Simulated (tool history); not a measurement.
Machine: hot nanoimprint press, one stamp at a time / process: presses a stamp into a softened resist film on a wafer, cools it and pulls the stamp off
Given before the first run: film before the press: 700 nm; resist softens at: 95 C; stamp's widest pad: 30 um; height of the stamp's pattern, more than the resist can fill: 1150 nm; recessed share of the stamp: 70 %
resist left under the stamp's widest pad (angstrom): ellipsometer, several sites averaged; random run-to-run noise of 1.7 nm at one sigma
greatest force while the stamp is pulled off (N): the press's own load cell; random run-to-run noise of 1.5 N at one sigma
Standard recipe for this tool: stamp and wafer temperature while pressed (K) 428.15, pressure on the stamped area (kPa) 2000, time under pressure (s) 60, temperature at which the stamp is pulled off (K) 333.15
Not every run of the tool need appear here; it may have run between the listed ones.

run,hour,stamp and wafer temperature while pressed (K),pressure on the stamped area (kPa),time under pressure (s),temperature at which the stamp is pulled off (K),resist left under the stamp's widest pad (angstrom),greatest force while the stamp is pulled off (N)
1,0.0,428.15,2000,60,333.15,3301,116
2,8.7,428.15,2000,60,333.15,3270,115
3,15.1,428.15,1270,60,333.15,4071,113
4,22.7,428.15,1270,60,333.15,4070,114
5,32.0,428.15,1270,60,333.15,4065,117
6,39.4,428.15,1270,60,333.15,4058,118
7,49.2,428.15,2000,60,333.15,3287,114
8,57.7,428.15,2000,60,325.15,3283,125
9,63.7,428.15,2000,60,325.15,3295,125
10,67.8,428.15,2000,60,325.15,3274,125
11,77.3,433.15,1590,83,333.15,2761,114
12,86.2,428.15,2620,34,333.15,3483,123
# hour 97.6: plate thermocouple calibrated
13,98.0,428.15,2620,34,333.15,3661,122
14,104.8,428.15,2620,34,333.15,3676,120
15,112.3,428.15,2220,52,333.15,3477,123
16,117.2,428.15,2220,52,333.15,3437,124
17,123.0,424.15,2220,52,333.15,3952,120
18,131.1,424.15,2220,30,327.15,4615,130

What if the next run were any one of these 4? Each begins from the tool's condition after run 18:
A,138.2,424.15,1890,79,327.15,?,?
B,138.2,428.15,2000,60,336.15,?,?
C,138.2,431.15,2000,60,329.15,?,?
D,138.2,428.15,1690,60,321.15,?,?

run,resist left under the stamp's widest pad (angstrom),greatest force while the stamp is pulled off (N)
A,3730,130
B,3453,120
C,3120,127
D,3729,136
Take away the tool's hidden state, keep each run's random variation, and the runs would have read:
run,resist left under the stamp's widest pad (angstrom),greatest force while the stamp is pulled off (N)
A,3703,124
B,3428,114
C,3096,121
D,3705,129

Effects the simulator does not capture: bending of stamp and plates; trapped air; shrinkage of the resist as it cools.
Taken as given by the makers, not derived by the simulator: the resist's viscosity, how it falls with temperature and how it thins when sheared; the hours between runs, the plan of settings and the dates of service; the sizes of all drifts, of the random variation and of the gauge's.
